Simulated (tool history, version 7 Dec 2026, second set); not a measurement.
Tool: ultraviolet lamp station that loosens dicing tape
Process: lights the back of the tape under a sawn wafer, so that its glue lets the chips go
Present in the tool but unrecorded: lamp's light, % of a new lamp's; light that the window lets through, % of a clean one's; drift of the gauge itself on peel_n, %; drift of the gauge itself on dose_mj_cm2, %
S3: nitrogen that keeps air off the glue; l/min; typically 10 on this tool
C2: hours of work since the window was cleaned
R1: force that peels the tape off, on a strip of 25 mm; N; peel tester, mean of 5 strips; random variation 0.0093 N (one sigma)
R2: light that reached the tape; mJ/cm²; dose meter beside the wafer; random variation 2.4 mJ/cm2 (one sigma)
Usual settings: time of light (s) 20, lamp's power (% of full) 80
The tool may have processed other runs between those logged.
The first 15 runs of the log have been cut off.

{"run": 16, "hour": 136.8, "time of light (s)": 34, "lamp's power (% of full)": 80, "S3": 10, "hours of work of the lamp": 147, "C2": 58, "R1": 0.114, "R2": 446}
{"run": 17, "hour": 144.4, "time of light (s)": 34, "lamp's power (% of full)": 74, "S3": 10, "hours of work of the lamp": 153, "C2": 64, "R1": 0.139, "R2": 409}
{"run": 18, "hour": 156.3, "time of light (s)": 34, "lamp's power (% of full)": 74, "S3": 10, "hours of work of the lamp": 162, "C2": 72, "R1": 0.145, "R2": 410}
{"run": 19, "hour": 164.8, "time of light (s)": 30, "lamp's power (% of full)": 74, "S3": 4, "hours of work of the lamp": 168, "C2": 79, "R1": 0.375, "R2": 363}
{"run": 20, "hour": 175.8, "time of light (s)": 18, "lamp's power (% of full)": 93, "S3": 6, "hours of work of the lamp": 176, "C2": 87, "R1": 0.503, "R2": 276}
{"run": 21, "hour": 184.3, "time of light (s)": 29, "lamp's power (% of full)": 75, "S3": 10, "hours of work of the lamp": 183, "C2": 93, "R1": 0.196, "R2": 358}
{"run": 22, "hour": 192.3, "time of light (s)": 22, "lamp's power (% of full)": 86, "S3": 10, "hours of work of the lamp": 188, "C2": 99, "R1": 0.259, "R2": 305}
{"run": 23, "hour": 201.7, "time of light (s)": 20, "lamp's power (% of full)": 72, "S3": 10, "hours of work of the lamp": 195, "C2": 106, "R1": 0.483, "R2": 234}
{"run": 24, "hour": 208.4, "time of light (s)": 13, "lamp's power (% of full)": 72, "S3": 17, "hours of work of the lamp": 200, "C2": 111, "R1": 0.77, "R2": 150}
{"run": 25, "hour": 218.7, "time of light (s)": 24, "lamp's power (% of full)": 70, "S3": 14, "hours of work of the lamp": 208, "C2": 118, "R1": 0.272, "R2": 277}
{"run": 26, "hour": 224.5, "time of light (s)": 27, "lamp's power (% of full)": 71, "S3": 6, "hours of work of the lamp": 212, "C2": 123, "R1": 0.38, "R2": 312}
{"run": 27, "hour": 233.2, "time of light (s)": 27, "lamp's power (% of full)": 71, "S3": 6, "hours of work of the lamp": 219, "C2": 129, "R1": 0.375, "R2": 317}
{"run": 28, "hour": 241.3, "time of light (s)": 27, "lamp's power (% of full)": 71, "S3": 6, "hours of work of the lamp": 225, "C2": 135, "R1": 0.388, "R2": 314}
{"run": 29, "hour": 253.6, "time of light (s)": 38, "lamp's power (% of full)": 80, "S3": 4, "hours of work of the lamp": 234, "C2": 144, "R1": 0.202, "R2": 501}
{"run": 30, "hour": 260.1, "time of light (s)": 20, "lamp's power (% of full)": 80, "S3": 13, "hours of work of the lamp": 238, "C2": 149, "R1": 0.339, "R2": 263}
{"run": 31, "hour": 265.5, "time of light (s)": 12, "lamp's power (% of full)": 80, "S3": 10, "hours of work of the lamp": 242, "C2": 153, "R1": 0.964, "R2": 153}
{"run": 32, "hour": 272.3, "time of light (s)": 19, "lamp's power (% of full)": 73, "S3": 17, "hours of work of the lamp": 247, "C2": 158, "R1": 0.385, "R2": 227}

Branching from run 32: 5 alternative next runs. What would each branch give?
{"run": "A", "hour": 278.5, "time of light (s)": 13, "lamp's power (% of full)": 90, "S3": 12, "hours of work of the lamp": 252, "C2": 163, "R1": "?", "R2": "?"}
{"run": "B", "hour": 278.5, "time of light (s)": 16, "lamp's power (% of full)": 80, "S3": 5, "hours of work of the lamp": 252, "C2": 163, "R1": "?", "R2": "?"}
{"run": "C", "hour": 278.5, "time of light (s)": 20, "lamp's power (% of full)": 82, "S3": 14, "hours of work of the lamp": 252, "C2": 163, "R1": "?", "R2": "?"}
{"run": "D", "hour": 278.5, "time of light (s)": 20, "lamp's power (% of full)": 97, "S3": 10, "hours of work of the lamp": 252, "C2": 163, "R1": "?", "R2": "?"}
{"run": "E", "hour": 278.5, "time of light (s)": 19, "lamp's power (% of full)": 91, "S3": 8, "hours of work of the lamp": 252, "C2": 163, "R1": "?", "R2": "?"}

run=A R1=0.656 R2=194
run=B R1=0.872 R2=209
run=C R1=0.294 R2=266
run=D R1=0.262 R2=315
run=E R1=0.382 R2=282
With the hidden condition removed and each run's random variation left untouched, the same runs would have given:
run=A R1=0.654 R2=194
run=B R1=0.869 R2=210
run=C R1=0.292 R2=267
run=D R1=0.261 R2=315
run=E R1=0.38 R2=282

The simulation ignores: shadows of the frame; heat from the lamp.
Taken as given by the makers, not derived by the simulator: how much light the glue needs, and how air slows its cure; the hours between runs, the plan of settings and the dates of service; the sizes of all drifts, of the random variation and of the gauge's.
